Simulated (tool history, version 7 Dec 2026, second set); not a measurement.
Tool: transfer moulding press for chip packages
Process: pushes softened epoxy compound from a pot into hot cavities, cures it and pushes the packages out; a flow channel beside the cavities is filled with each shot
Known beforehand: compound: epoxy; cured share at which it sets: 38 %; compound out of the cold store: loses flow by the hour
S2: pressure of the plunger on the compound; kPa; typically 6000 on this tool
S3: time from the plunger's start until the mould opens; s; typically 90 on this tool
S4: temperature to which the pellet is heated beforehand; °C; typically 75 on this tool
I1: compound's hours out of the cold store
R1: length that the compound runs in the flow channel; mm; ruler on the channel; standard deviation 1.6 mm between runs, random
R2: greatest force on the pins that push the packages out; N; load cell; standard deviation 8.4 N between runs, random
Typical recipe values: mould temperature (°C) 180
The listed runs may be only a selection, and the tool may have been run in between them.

Run 1, hour 0: usual settings; I1 15. Result: R1 656 mm, R2 410 N.
Run 2, hour 10.4: usual settings but S4 81 °C; I1 22.1. Result: R1 629 mm, R2 467 N.
Run 3, hour 23.5: usual settings but S4 81 °C; I1 33.7. Result: R1 595 mm, R2 533 N.
Run 4, hour 31.4: usual settings but S4 81 °C; I1 9. Result: R1 675 mm, R2 623 N.
Run 5, hour 43.8: usual settings but S4 81 °C; I1 30.7. Result: R1 599 mm, R2 593 N.
Run 6, hour 56.3: usual settings but S4 81 °C; I1 40.6. Result: R1 569 mm, R2 624 N.
At hour 63.4: cavities cleaned with cleaning compound and waxed.
Run 7, hour 69.9: usual settings but S4 81 °C; I1 39.2. Result: R1 574 mm, R2 406 N.
Run 8, hour 77.2: usual settings but S4 81 °C; I1 18. Result: R1 635 mm, R2 481 N.
Run 9, hour 85.9: usual settings but S3 110 s, S4 81 °C; I1 24.5. Result: R1 616 mm, R2 384 N.
At hour 100.1: plunger's sealing rings changed.
Run 10, hour 104.8: usual settings but S3 110 s, S4 81 °C; I1 14.4. Result: R1 678 mm, R2 459 N.
At hour 107.6: mould's thermocouples calibrated.
Run 11, hour 121: usual settings but S3 110 s, S4 81 °C; I1 15.5. Result: R1 670 mm, R2 463 N.
At hour 131.2: cavities cleaned with cleaning compound and waxed.
Run 12, hour 136.3: usual settings; I1 47.7. Result: R1 571 mm, R2 390 N.
At hour 141.1: mould's thermocouples calibrated, once more.
Run 13, hour 146.1: usual settings but S2 4810 kPa; I1 23.3. Result: R1 572 mm, R2 488 N.
Run 14, hour 162.9: usual settings but S2 6720 kPa; I1 17.9. Result: R1 694 mm, R2 587 N.
Run 15, hour 174: usual settings but mould temperature (°C) 186, S3 84 s; I1 34.6. Result: R1 594 mm, R2 489 N.
Run 16, hour 191.6: usual settings but mould temperature (°C) 186, S3 84 s; I1 46.4. Result: R1 557 mm, R2 503 N.
At hour 197.1: cavities cleaned with cleaning compound and waxed.
Run 17, hour 203: usual settings but mould temperature (°C) 186, S2 7100 kPa; I1 24. Result: R1 677 mm, R2 324 N.
Run 18, hour 214.6: usual settings but mould temperature (°C) 179; I1 28.2. Result: R1 621 mm, R2 535 N.
Run 19, hour 229.7: usual settings but mould temperature (°C) 184, S3 80 s; I1 14.6. Result: R1 652 mm, R2 597 N.
Run 20, hour 241.3: usual settings but S4 80 °C; I1 37.5. Result: R1 588 mm, R2 586 N.
Run 21, hour 255.6: usual settings but S3 102 s, S4 66 °C; I1 27.4. Result: R1 616 mm, R2 515 N.
At hour 260.9: cavities cleaned with cleaning compound and waxed.
Run 22, hour 269: usual settings but S3 102 s, S4 66 °C; I1 45.2. Result: R1 564 mm, R2 341 N.
Run 23, hour 280.3: usual settings but S3 102 s, S4 66 °C; I1 38.3. Result: R1 580 mm, R2 424 N.
Run 24, hour 294.8: usual settings but S4 76 °C; I1 10.5. Result: R1 666 mm, R2 636 N.
Run 25, hour 307: usual settings but S2 4610 kPa, S3 113 s, S4 81 °C; I1 18.6. Result: R1 560 mm, R2 447 N.
At hour 324: cavities cleaned with cleaning compound and waxed.
Run 26, hour 325.4: usual settings but S2 5980 kPa, S3 113 s, S4 81 °C; I1 40.7. Result: R1 570 mm, R2 280 N.
Run 27, hour 335.9: usual settings but S2 6370 kPa, S4 69 °C; I1 20.7. Result: R1 646 mm, R2 487 N.
Run 28, hour 344.3: usual settings but S2 6370 kPa, S4 69 °C; I1 16.4. Result: R1 660 mm, R2 533 N.

Alternative continuations, all from the tool just after run 28; predict every row:
Run A, hour 360.4: usual settings but S2 5310 kPa, S3 76 s, S4 79 °C; I1 40.4. Result: R1 ?, R2 ?.
Run B, hour 360.4: usual settings but mould temperature (°C) 181, S2 5680 kPa, S4 66 °C; I1 26.7. Result: R1 ?, R2 ?.
Run C, hour 360.4: usual settings but mould temperature (°C) 178, S2 5010 kPa, S4 69 °C; I1 37.8. Result: R1 ?, R2 ?.

run   R1   R2
  A  533  806
  B  589  550
  C  529  647
Take away the tool's hidden state, keep each run's random variation, and the runs would have read:
run   R1   R2
  A  560  523
  B  619  354
  C  556  422

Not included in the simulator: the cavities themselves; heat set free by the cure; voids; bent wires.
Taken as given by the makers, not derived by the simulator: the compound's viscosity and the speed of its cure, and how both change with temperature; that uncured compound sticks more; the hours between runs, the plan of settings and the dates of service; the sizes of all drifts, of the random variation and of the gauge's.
